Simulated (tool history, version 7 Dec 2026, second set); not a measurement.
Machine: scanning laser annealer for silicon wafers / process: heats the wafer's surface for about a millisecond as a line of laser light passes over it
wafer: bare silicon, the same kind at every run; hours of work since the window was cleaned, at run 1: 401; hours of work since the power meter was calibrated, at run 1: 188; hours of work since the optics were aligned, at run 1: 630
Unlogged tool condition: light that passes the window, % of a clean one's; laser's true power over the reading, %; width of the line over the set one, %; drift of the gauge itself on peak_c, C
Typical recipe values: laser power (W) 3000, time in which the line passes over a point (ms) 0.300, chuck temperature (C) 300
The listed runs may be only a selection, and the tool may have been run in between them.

run,hour,laser power (W),time in which the line passes over a point (ms),chuck temperature (C),hours of work since the window was cleaned,hours of work since the power meter was calibrated,hours of work since the optics were aligned,highest temperature of the surface (C)
1,0.0,3000,0.300,300,401,188,630,1077
2,16.0,3190,0.300,300,413,200,642,1132
3,27.6,3190,0.300,300,421,208,650,1134
4,40.6,3190,0.300,300,430,217,659,1135
5,52.6,3190,0.300,288,439,226,668,1123
6,69.2,3000,0.227,300,450,238,680,961
7,82.9,3000,0.227,300,460,247,689,960
8,97.8,3000,0.227,300,471,258,700,962
9,108.7,3000,0.227,300,479,266,708,956
10,122.9,3000,0.300,294,489,276,718,1065
11,136.2,3000,0.300,300,498,285,727,1074
12,146.0,3000,0.300,300,505,292,734,1069
13,152.9,3000,0.300,300,510,297,739,1071
14,165.6,3000,0.300,294,519,306,748,1064
15,173.0,3000,0.300,294,524,312,753,1067
16,189.4,3000,0.300,294,536,323,765,1060
17,202.5,3000,0.300,322,545,333,774,1093
18,218.6,2732,0.300,322,557,344,786,1014
19,234.7,2732,0.300,322,568,356,797,1012
20,243.7,2732,0.288,263,575,362,804,934
21,258.8,2732,0.288,263,586,373,815,935
22,266.2,2569,0.300,300,591,378,820,941
23,275.3,2773,0.300,300,597,385,826,1001
24,288.6,2773,0.300,300,607,394,836,999
25,302.3,2773,0.300,300,617,404,846,1000
26,317.9,3000,0.366,315,628,415,857,1172
27,332.6,2734,0.361,319,638,425,867,1089
28,345.3,2734,0.251,319,647,434,876,936
29,354.7,2734,0.251,319,654,441,883,936
30,367.4,3109,0.300,321,663,450,892,1118
31,381.0,2929,0.300,294,673,460,902,1036
32,392.5,2929,0.300,294,681,468,910,1039
33,406.6,3010,0.300,334,691,478,920,1101
34,423.8,3000,0.313,286,703,490,932,1066
35,436.6,3000,0.313,286,712,499,941,1066
36,450.3,3000,0.337,300,722,509,951,1114
37,466.3,2618,0.282,335,733,521,962,959

Alternative continuations, all from the tool just after run 37; predict every row:
A,480.8,3000,0.234,272,744,531,973,?
B,480.8,2656,0.231,325,744,531,973,?
C,480.8,2754,0.282,335,744,531,973,?
D,480.8,2716,0.282,315,744,531,973,?

run,highest temperature of the surface (C)
A,930
B,892
C,998
D,966
Stripped of hidden state, with their random variation kept, the same runs would have yielded:
run,highest temperature of the surface (C)
A,970
B,927
C,1038
D,1005

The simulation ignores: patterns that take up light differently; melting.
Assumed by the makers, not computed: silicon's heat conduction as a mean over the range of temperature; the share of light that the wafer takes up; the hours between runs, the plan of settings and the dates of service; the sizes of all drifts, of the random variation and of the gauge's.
